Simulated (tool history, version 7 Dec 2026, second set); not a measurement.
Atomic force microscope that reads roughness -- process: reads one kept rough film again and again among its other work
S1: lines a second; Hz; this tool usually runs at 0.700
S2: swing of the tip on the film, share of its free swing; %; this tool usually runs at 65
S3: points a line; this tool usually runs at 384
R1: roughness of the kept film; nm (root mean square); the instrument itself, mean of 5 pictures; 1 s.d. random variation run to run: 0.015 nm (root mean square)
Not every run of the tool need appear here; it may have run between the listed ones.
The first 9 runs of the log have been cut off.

run	day	S1	S2	S3	R1
10	6.000	1.110	65	384	3.517
11	6.588	0.700	65	384	3.596
12	7.250	0.700	65	384	3.586
13	7.792	0.700	65	384	3.556
14	8.446	0.700	65	384	3.544
15	8.929	0.700	65	384	3.558
# day 9.542: new tip fitted
16	9.704	0.700	65	384	3.581
17	10.488	0.700	65	384	3.561
18	11.112	1.459	65	384	3.471
19	11.621	1.459	65	384	3.474
20	11.988	1.459	65	301	3.453
21	12.571	1.459	65	301	3.431
22	13.408	1.853	60	281	3.441
23	13.792	1.853	60	281	3.447
24	14.692	1.853	60	281	3.422
25	15.100	1.806	56	904	3.565
26	15.671	1.843	56	503	3.589
27	16.496	1.843	56	503	3.522
28	17.112	1.843	56	503	3.538
29	17.788	0.723	65	455	3.579

Run 30 is up next; what results do you expect?
# day 18.042: new tip fitted
30	18.692	0.848	65	641	?

R1: 3.606 nm (root mean square)
Take away the tool's hidden state, keep the run-to-run variation as it was, and the same run would have given R1 3.608 nm (root mean square).

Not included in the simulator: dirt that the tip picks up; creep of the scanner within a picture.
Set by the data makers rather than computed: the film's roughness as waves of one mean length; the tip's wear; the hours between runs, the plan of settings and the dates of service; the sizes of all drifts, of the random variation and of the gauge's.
